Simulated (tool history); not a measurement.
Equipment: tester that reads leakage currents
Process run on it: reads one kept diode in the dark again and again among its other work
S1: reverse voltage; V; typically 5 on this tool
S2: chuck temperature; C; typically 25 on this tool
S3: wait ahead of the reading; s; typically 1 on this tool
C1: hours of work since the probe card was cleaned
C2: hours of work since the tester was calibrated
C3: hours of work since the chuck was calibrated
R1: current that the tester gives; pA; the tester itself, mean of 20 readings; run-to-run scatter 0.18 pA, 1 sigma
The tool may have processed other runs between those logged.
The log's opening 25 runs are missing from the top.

Run 26, hour 822.3: usual settings but S1 1.6 V, S2 35 C, S3 0.63 s; C1 924; C2 1377; C3 137. Result: R1 83.52 pA.
Run 27, hour 846.8: usual settings but S1 1.6 V, S2 35 C, S3 0.63 s; C1 943; C2 1396; C3 156. Result: R1 84.07 pA.
Run 28, hour 876.6: usual settings but S1 3.31 V, S2 24 C; C1 966; C2 1419; C3 179. Result: R1 42.88 pA.
Run 29, hour 909.3: usual settings but S3 1.6 s; C1 992; C2 1444; C3 204. Result: R1 57.4 pA.
Run 30, hour 947.1: usual settings but S1 3.49 V, S3 7.4 s; C1 1021; C2 1474; C3 234. Result: R1 47.64 pA.
Run 31, hour 981.7: usual settings but S1 1.06 V, S2 36 C; C1 1048; C2 1501; C3 261. Result: R1 74.39 pA.
Run 32, hour 1001.4: usual settings but S1 4.6 V, S2 41 C, S3 0.67 s; C1 1063; C2 1516; C3 276. Result: R1 241.47 pA.
Run 33, hour 1020.8: usual settings but S1 4.83 V; C1 1078; C2 1531; C3 291. Result: R1 57.46 pA.
Run 34, hour 1052.6: usual settings but S1 1.74 V, S3 5.52 s; C1 1103; C2 1556; C3 316. Result: R1 33.93 pA.
Run 35, hour 1081.1: usual settings but S1 15.17 V, S2 44 C, S3 0.41 s; C1 1125; C2 1578; C3 338. Result: R1 568.81 pA.
Run 36, hour 1124.1: usual settings but S1 3.36 V, S3 1.27 s; C1 1159; C2 1611; C3 371. Result: R1 47.37 pA.
Run 37, hour 1157.8: usual settings but S1 6.47 V, S2 35 C, S3 3.98 s; C1 1185; C2 1638; C3 398. Result: R1 165.87 pA.
Run 38, hour 1185.2: usual settings but S1 6.47 V, S2 35 C, S3 3.98 s; C1 1206; C2 1659; C3 419. Result: R1 166.82 pA.
Run 39, hour 1205.2: usual settings but S1 5.69 V, S2 57 C, S3 0.34 s; C1 1222; C2 1675; C3 434. Result: R1 1012.43 pA.
Run 40, hour 1230.8: usual settings but S1 5.69 V, S2 57 C, S3 0.34 s; C1 1242; C2 1694; C3 454. Result: R1 1018.43 pA.

Here are 3 independent what-if runs from the current tool condition. What would each one return?
Run A, hour 1272.6: usual settings but S1 1.84 V, S2 35 C, S3 2.64 s; C1 1274; C2 1727; C3 487. Result: R1 ?.
Run B, hour 1272.6: usual settings but S1 12.36 V, S2 48 C, S3 1.56 s; C1 1274; C2 1727; C3 487. Result: R1 ?.
Run C, hour 1272.6: usual settings but S2 36 C, S3 0.98 s; C1 1274; C2 1727; C3 487. Result: R1 ?.

run      R1
  A    89.9
  B  715.91
  C  160.66
With the hidden condition removed and each run's random variation left untouched, the same runs would have given:
run      R1
  A   90.06
  B   717.1
  C  160.93

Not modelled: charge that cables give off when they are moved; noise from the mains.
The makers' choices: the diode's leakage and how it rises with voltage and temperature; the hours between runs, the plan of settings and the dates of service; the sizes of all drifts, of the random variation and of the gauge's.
